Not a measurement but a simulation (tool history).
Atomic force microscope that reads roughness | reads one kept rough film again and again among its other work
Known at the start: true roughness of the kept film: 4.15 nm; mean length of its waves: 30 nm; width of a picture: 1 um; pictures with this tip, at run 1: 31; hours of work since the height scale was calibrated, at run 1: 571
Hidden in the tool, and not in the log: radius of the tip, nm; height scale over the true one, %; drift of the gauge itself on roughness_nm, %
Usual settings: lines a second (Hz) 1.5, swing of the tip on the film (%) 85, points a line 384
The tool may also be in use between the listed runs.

run,hour,lines a second (Hz),swing of the tip on the film (%),points a line,pictures with this tip,hours of work since the height scale was calibrated,roughness of the kept film (nm (root mean square))
1,0,1.5,85,384,31,571,3.017
2,31.4,1.5,85,384,64,585,2.851
# hour 55.3: new tip fitted
3,64.9,1.5,85,384,10,599,3.117
4,80.2,1.5,85,384,27,606,2.971
5,104.8,1.5,85,384,53,617,2.87
6,134.6,1.5,85,384,85,630,2.723
# hour 139.2: new tip fitted
7,157,1.5,85,384,19,640,3.067
8,184.1,1.5,85,384,48,652,2.924
9,215.4,1.5,85,384,81,665,2.778
# hour 222.9: new tip fitted
10,249.7,1.5,85,384,28,680,2.985
11,278.3,1.5,85,384,59,693,2.825
12,295.8,1.5,70,384,78,700,2.947
# hour 307.3: new tip fitted
13,310.5,1.5,70,384,4,707,3.346
14,342.9,1.5,70,384,38,721,3.16
15,375.2,1.5,57,384,73,735,3.088
# hour 391.3: new tip fitted
16,405.1,1.5,85,348,15,748,3.051
17,434.6,1.5,85,348,47,761,2.911
18,463.9,1.5,85,831,78,774,2.758
# hour 473.8: new tip fitted
19,478.9,1.33,85,384,5,780,3.128
20,499.1,1.5,85,384,27,789,2.991
21,515.5,1.5,85,384,44,796,2.925
22,539.9,1.5,85,384,70,807,2.784
# hour 557.3: new tip fitted
23,564.6,1.5,85,384,8,817,3.103
24,579.9,1.5,85,384,24,824,3.006
25,608.8,1.5,85,384,55,837,2.862
26,633.2,1.5,85,384,81,847,2.756
# hour 639.7: new tip fitted
27,659.2,2.21,85,724,21,859,2.871
28,690.6,0.81,58,806,54,872,3.267
29,711.9,1.74,85,268,77,882,2.693
# hour 725.1: new tip fitted
30,741.5,1.19,77,462,18,894,3.239
31,765.7,3.95,59,310,44,905,3.069
32,788.8,3.95,59,310,68,915,2.95
# hour 808.9: new tip fitted
33,814.7,3.95,69,997,6,926,3.094
34,846.7,3.95,69,997,41,940,2.894
35,880.2,0.91,90,309,76,955,2.837
# hour 891.5: new tip fitted
36,906.2,1.22,90,552,15,966,3.028
37,922.5,1.22,90,552,33,973,2.946
38,956.1,1.22,90,552,69,988,2.783
# hour 975.8: new tip fitted
39,977.9,0.86,72,727,2,997,3.422
40,1001.7,3.41,73,712,28,1008,2.916
41,1028.1,3.41,73,712,56,1019,2.776
42,1055.5,3.41,73,712,85,1031,2.64
# hour 1060.6: new tip fitted
43,1078.2,0.63,73,328,19,1041,3.335
44,1098.2,1.6,85,384,40,1050,2.905
45,1126.4,1.5,85,317,70,1062,2.782
# hour 1144.4: new tip fitted
46,1159.6,1.81,69,368,16,1077,3.25
47,1181.7,0.62,67,714,40,1086,3.282
48,1203.8,0.62,68,714,63,1096,3.169
# hour 1227.4: new tip fitted
49,1227.4,1.5,85,802,0,1106,3.126
50,1252.7,1.3,85,384,27,1117,3.047
51,1275.3,2.48,73,876,51,1127,2.928
52,1301.3,3.65,57,983,79,1139,2.95

Measured less the same run without the tool's hidden state. The same run-to-run variation is in both; the gauge's scatter may not be:
run,roughness of the kept film (nm (root mean square))
1,-0.177
2,-0.342
3,-0.093
4,-0.189
5,-0.317
6,-0.453
7,-0.117
8,-0.267
9,-0.413
10,-0.203
11,-0.349
12,-0.467
13,-0.063
14,-0.26
15,-0.443
16,-0.128
17,-0.281
18,-0.419
19,-0.104
20,-0.205
21,-0.286
22,-0.401
23,-0.085
24,-0.171
25,-0.316
26,-0.433
27,-0.154
28,-0.356
29,-0.409
30,-0.161
31,-0.282
32,-0.394
33,-0.076
34,-0.257
35,-0.438
36,-0.156
37,-0.249
38,-0.412
39,-0.075
40,-0.198
41,-0.331
42,-0.46
43,-0.179
44,-0.263
45,-0.386
46,-0.144
47,-0.299
48,-0.41
49,-0.055
50,-0.203
51,-0.32
52,-0.489
